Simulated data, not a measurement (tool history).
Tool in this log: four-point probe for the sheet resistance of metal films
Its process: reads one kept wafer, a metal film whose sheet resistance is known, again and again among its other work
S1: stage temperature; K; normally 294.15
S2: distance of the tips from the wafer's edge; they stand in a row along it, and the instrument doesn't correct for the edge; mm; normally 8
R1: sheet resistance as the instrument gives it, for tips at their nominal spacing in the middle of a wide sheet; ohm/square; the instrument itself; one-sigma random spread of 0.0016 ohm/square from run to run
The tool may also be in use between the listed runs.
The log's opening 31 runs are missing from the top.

Run 32, day 30.204: usual settings but S1 302.15 K, S2 68 mm. Result: R1 7.904667 ohm/square.
Run 33, day 31.083: usual settings but S1 298.15 K, S2 68 mm. Result: R1 7.872842 ohm/square.
Run 34, day 32.425: usual settings but S1 298.15 K, S2 68 mm. Result: R1 7.87455 ohm/square.
Run 35, day 33.692: usual settings but S1 306.15 K, S2 5 mm. Result: R1 7.974216 ohm/square.
Run 36, day 34.342: usual settings but S1 306.15 K, S2 5 mm. Result: R1 7.975893 ohm/square.
Run 37, day 35.071: usual settings but S1 303.15 K, S2 5 mm. Result: R1 7.954295 ohm/square.
Run 38, day 35.958: usual settings but S1 292.15 K, S2 15 mm. Result: R1 7.834234 ohm/square.
Run 39, day 37.221: usual settings but S1 304.15 K, S2 4 mm. Result: R1 7.981938 ohm/square.
At day 37.412: stage's thermometer calibrated.
Run 40, day 38.012: usual settings but S1 302.15 K. Result: R1 7.921121 ohm/square.
Run 41, day 39.033: usual settings but S1 302.15 K. Result: R1 7.923611 ohm/square.
Run 42, day 40.329: usual settings but S1 293.15 K, S2 69 mm. Result: R1 7.836537 ohm/square.
Run 43, day 41.538: usual settings but S1 299.15 K, S2 13 mm. Result: R1 7.888559 ohm/square.
Run 44, day 42.129: usual settings but S1 297.15 K, S2 4 mm. Result: R1 7.92957 ohm/square.

Below are 4 alternative next runs, each starting from the tool's condition after run 44. Predict each:
Run A, day 43.308: usual settings but S1 291.15 K, S2 9 mm. Result: R1 ?.
Run B, day 43.308: usual settings but S1 295.15 K, S2 24 mm. Result: R1 ?.
Run C, day 43.308: usual settings but S1 297.15 K, S2 31 mm. Result: R1 ?.
Run D, day 43.308: usual settings but S1 297.15 K, S2 38 mm. Result: R1 ?.

run        R1
  A  7.832783
  B  7.854076
  C  7.868826
  D   7.86576
The same runs, with their run-to-run variation unchanged, on a tool lacking any hidden condition would have given:
run        R1
  A  7.833284
  B  7.854579
  C   7.86933
  D  7.866264
